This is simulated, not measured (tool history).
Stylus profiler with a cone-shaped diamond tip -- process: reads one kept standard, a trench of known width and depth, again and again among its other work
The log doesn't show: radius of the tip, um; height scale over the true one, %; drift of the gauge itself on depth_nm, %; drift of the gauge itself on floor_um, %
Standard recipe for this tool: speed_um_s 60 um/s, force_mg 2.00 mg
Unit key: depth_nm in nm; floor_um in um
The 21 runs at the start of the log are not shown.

| run | hour | speed_um_s | force_mg | scans with this tip | hours of work since the height scale was calibrated | depth_nm | floor_um |
|---|---|---|---|---|---|---|---|
| 22 | 1522.9 | 48 | 2.00 | 3063 | 340 | 1013.27 | 14.70 |
| 23 | 1581.2 | 48 | 2.00 | 3357 | 373 | 1012.85 | 14.63 |
| 24 | 1627.7 | 22 | 3.62 | 3592 | 399 | 1020.28 | 14.75 |
| 25 | 1676.2 | 23 | 2.90 | 3837 | 426 | 1017.12 | 14.64 |
| 26 | 1746.3 | 208 | 3.19 | 4192 | 466 | 1018.24 | 13.41 |
| 27 | 1823.7 | 230 | 0.92 | 4583 | 509 | 1007.00 | 12.05 |
| 28 | 1916.5 | 230 | 0.92 | 5052 | 561 | 1006.84 | 11.90 |
| 29 | 1970.3 | 39 | 2.17 | 5324 | 591 | 1013.49 | 13.90 |
| 30 | 2036.4 | 39 | 2.17 | 5659 | 629 | 1013.33 | 13.77 |
| 31 | 2134.5 | 220 | 0.95 | 6155 | 684 | 1006.54 | 11.61 |
| 32 | 2218.3 | 22 | 5.77 | 6578 | 731 | 1026.98 | 13.59 |
| 33 | 2305.4 | 22 | 5.77 | 7019 | 780 | 1027.20 | 13.46 |
| 34 | 2363.2 | 22 | 0.72 | 7311 | 812 | 1004.90 | 13.19 |
| 35 | 2410.5 | 22 | 0.72 | 7550 | 839 | 1004.86 | 13.18 |
| 36 | 2470.8 | 158 | 0.70 | 7855 | 872 | 1004.72 | 11.41 |
| 37 | 2529.9 | 158 | 0.70 | 8154 | 906 | 1004.90 | 11.33 |
| 38 | 2580.5 | 54 | 3.10 | 8410 | 934 | 1016.57 | 12.85 |
| 39 | 2629.7 | 54 | 4.44 | 8658 | 962 | 1022.05 | 12.82 |
|  | 2686.7 | new tip fitted, height scale calibrated |
| 40 | 2724.3 | 55 | 1.37 | 190 | 21 | 1010.71 | 16.00 |
| 41 | 2829.5 | 20 | 0.75 | 722 | 80 | 1007.11 | 15.95 |
| 42 | 2907.2 | 20 | 0.75 | 1114 | 124 | 1007.11 | 15.70 |
| 43 | 3004.7 | 53 | 1.65 | 1607 | 179 | 1011.99 | 15.29 |
| 44 | 3090.9 | 136 | 5.57 | 2043 | 227 | 1027.81 | 14.92 |
| 45 | 3149.7 | 82 | 0.77 | 2340 | 260 | 1006.89 | 14.43 |

Branching from run 45: 5 alternative next runs. What would each branch give?
| A | 3200.5 | 29 | 2.02 | 2598 | 289 | ? | ? |
| B | 3200.5 | 25 | 4.01 | 2598 | 289 | ? | ? |
| C | 3200.5 | 24 | 0.77 | 2598 | 289 | ? | ? |
| D | 3200.5 | 15 | 4.39 | 2598 | 289 | ? | ? |
| E | 3200.5 | 19 | 4.53 | 2598 | 289 | ? | ? |

| run | depth_nm | floor_um |
|---|---|---|
| A | 1013.51 | 15.06 |
| B | 1021.93 | 15.17 |
| C | 1007.00 | 14.96 |
| D | 1023.03 | 15.18 |
| E | 1023.94 | 15.14 |
With the hidden condition removed and each run's random variation left untouched, the same runs would have given:
| run | depth_nm | floor_um |
|---|---|---|
| A | 1014.50 | 16.34 |
| B | 1022.93 | 16.46 |
| C | 1007.99 | 16.24 |
| D | 1024.04 | 16.46 |
| E | 1024.94 | 16.42 |
